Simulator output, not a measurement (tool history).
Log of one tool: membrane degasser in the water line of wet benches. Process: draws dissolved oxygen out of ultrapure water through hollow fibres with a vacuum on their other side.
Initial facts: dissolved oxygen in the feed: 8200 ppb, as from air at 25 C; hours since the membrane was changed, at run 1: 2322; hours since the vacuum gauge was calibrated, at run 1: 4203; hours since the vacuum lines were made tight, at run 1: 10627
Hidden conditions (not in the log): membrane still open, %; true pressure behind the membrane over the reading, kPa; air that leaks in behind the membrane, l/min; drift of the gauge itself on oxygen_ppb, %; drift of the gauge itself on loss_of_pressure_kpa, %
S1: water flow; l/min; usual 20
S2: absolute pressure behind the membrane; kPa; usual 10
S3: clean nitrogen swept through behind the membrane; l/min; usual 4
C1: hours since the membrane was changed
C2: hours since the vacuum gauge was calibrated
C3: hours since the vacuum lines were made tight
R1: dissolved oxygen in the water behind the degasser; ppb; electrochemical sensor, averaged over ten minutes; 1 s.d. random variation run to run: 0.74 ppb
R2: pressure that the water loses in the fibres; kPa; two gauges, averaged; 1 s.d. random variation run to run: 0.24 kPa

| run | day | S1 | S2 | S3 | C1 | C2 | C3 | R1 | R2 |
|---|---|---|---|---|---|---|---|---|---|
| 1 | 0 | 20 | 10 | 4 | 2322 | 4203 | 10627 | 87.3 | 60.65 |
| 2 | 3.817 | 31 | 10 | 4 | 2414 | 4294 | 10719 | 137.9 | 94.96 |
| 3 | 8.658 | 31 | 10 | 4 | 2530 | 4410 | 10835 | 138.5 | 94.91 |
|  | 9.296 | vacuum gauge calibrated |
| 4 | 10.646 | 20 | 10 | 4 | 2577 | 32 | 10882 | 87.1 | 60.84 |
| 5 | 13.579 | 20 | 10 | 4 | 2648 | 103 | 10952 | 86.5 | 60.93 |
| 6 | 16.283 | 20 | 10 | 4 | 2713 | 168 | 11017 | 88.8 | 61.1 |
| 7 | 20.729 | 20 | 10 | 4 | 2819 | 274 | 11124 | 87.3 | 61.9 |
| 8 | 24.254 | 20 | 10 | 4 | 2904 | 359 | 11209 | 88.8 | 61.33 |
| 9 | 26.317 | 20 | 10 | 4 | 2953 | 409 | 11258 | 86.7 | 60.87 |
| 10 | 29.233 | 13 | 10 | 4 | 3023 | 478 | 11328 | 58.2 | 40.21 |
| 11 | 31.821 | 13 | 10 | 4 | 3085 | 541 | 11390 | 58.9 | 39.78 |
| 12 | 33.888 | 20 | 10 | 4 | 3135 | 590 | 11440 | 88.3 | 61.22 |
|  | 34.542 | seals of the vacuum lines changed |
| 13 | 38.392 | 20 | 10 | 4 | 3241 | 696 | 92 | 85.1 | 60.85 |
| 14 | 43.108 | 20 | 10 | 4 | 3354 | 809 | 206 | 85.7 | 61.12 |
| 15 | 45.671 | 20 | 10 | 1.7 | 3416 | 871 | 267 | 182.7 | 61.67 |
| 16 | 50.292 | 20 | 10 | 1.7 | 3527 | 982 | 378 | 186 | 60.87 |
| 17 | 52.775 | 20 | 10 | 1.7 | 3586 | 1041 | 438 | 183.6 | 60.98 |
| 18 | 55.596 | 27 | 10 | 1.7 | 3654 | 1109 | 505 | 248.4 | 82.49 |
| 19 | 57.712 | 28 | 22.1 | 4 | 3705 | 1160 | 556 | 314.8 | 85.9 |
| 20 | 59.975 | 15 | 13.4 | 4 | 3759 | 1214 | 610 | 94.4 | 46.16 |
| 21 | 64.379 | 15 | 13.4 | 4 | 3865 | 1320 | 716 | 94 | 46.11 |
| 22 | 68.975 | 31 | 8 | 8.7 | 3975 | 1430 | 826 | 52.9 | 94.51 |
| 23 | 73.108 | 13 | 8 | 8.75 | 4074 | 1529 | 926 | 17.9 | 39.72 |
| 24 | 76.4 | 13 | 8 | 8.75 | 4153 | 1608 | 1005 | 17.8 | 39.95 |
| 25 | 79.875 | 29 | 8 | 1.99 | 4237 | 1692 | 1088 | 169 | 89.4 |
| 26 | 83.271 | 28 | 15.3 | 1.86 | 4318 | 1773 | 1170 | 412.1 | 86.4 |
| 27 | 87.646 | 31 | 20.4 | 9.39 | 4423 | 1878 | 1274 | 148.7 | 95.88 |
| 28 | 91.492 | 12 | 11.6 | 1.85 | 4516 | 1971 | 1367 | 131.5 | 37.06 |
| 29 | 95.725 | 12 | 11.6 | 1.85 | 4617 | 2072 | 1468 | 134.4 | 36.85 |
| 30 | 100.033 | 16 | 11.6 | 7.69 | 4721 | 2176 | 1572 | 43.9 | 49.22 |
| 31 | 104.454 | 29 | 7.2 | 2.36 | 4827 | 2282 | 1678 | 122.3 | 89.5 |
| 32 | 108.721 | 15 | 24.6 | 3.77 | 4929 | 2384 | 1780 | 206.6 | 46.27 |
| 33 | 110.796 | 20 | 10 | 1.73 | 4979 | 2434 | 1830 | 186.6 | 61.52 |

Alternative continuations, all from the tool just after run 33; predict every row:
| A | 113.496 | 22 | 7.8 | 1.83 | 5044 | 2499 | 1895 | ? | ? |
| B | 113.496 | 20 | 8.3 | 1.77 | 5044 | 2499 | 1895 | ? | ? |
| C | 113.496 | 27 | 9.5 | 1.73 | 5044 | 2499 | 1895 | ? | ? |

| run | R1 | R2 |
|---|---|---|
| A | 133.3 | 67.72 |
| B | 135.3 | 61.67 |
| C | 229.3 | 83.37 |
Without the tool's unlogged condition, the same runs would have read:
| run | R1 | R2 |
|---|---|---|
| A | 131 | 66.36 |
| B | 133.2 | 60.43 |
| C | 226.2 | 81.7 |
